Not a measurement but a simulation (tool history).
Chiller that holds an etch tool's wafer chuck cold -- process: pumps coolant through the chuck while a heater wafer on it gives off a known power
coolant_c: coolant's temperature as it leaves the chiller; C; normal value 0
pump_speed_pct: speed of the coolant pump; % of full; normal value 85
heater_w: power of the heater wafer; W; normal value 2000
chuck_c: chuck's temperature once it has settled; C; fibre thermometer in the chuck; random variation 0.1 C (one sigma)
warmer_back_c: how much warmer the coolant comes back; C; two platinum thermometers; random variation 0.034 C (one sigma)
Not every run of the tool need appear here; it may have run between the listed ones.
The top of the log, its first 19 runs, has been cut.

run,hour,coolant_c,pump_speed_pct,heater_w,chuck_c,warmer_back_c
20,2988.6,-2,75,1515,9.0,4.65
21,3078.2,-4,74,1245,4.9,3.84
22,3263.6,4,81,1652,15.2,4.70
# hour 3282.1: chiller's thermometer calibrated
23,3446.1,-10,69,1437,1.8,4.73
24,3617.5,-10,69,1437,1.6,4.77
25,3810.3,6,66,2509,27.1,8.73
26,3996.4,-8,66,1542,5.0,5.39
27,4194.3,-8,66,1542,5.0,5.41
28,4324.7,-8,66,1542,5.3,5.31
29,4465.8,-8,66,1542,5.2,5.38
30,4589.6,10,85,2000,24.0,5.49
# hour 4697.2: coolant changed, channels flushed
31,4709.7,10,85,2000,22.3,5.53
32,4890.6,7,71,1693,19.0,5.57
33,5071.7,0,85,2230,13.7,6.10

3 options for the next run, each taken on its own from the tool as it stands now. Forecast them:
A,5179.1,0,85,2301,?,?
B,5179.1,5,96,2000,?,?
C,5179.1,2,70,1748,?,?

run,chuck_c,warmer_back_c
A,14.3,6.36
B,16.4,4.96
C,14.6,5.81
With the hidden condition removed and each run's random variation left untouched, the same runs would have given:
run,chuck_c,warmer_back_c
A,13.6,6.02
B,15.8,4.70
C,14.0,5.50
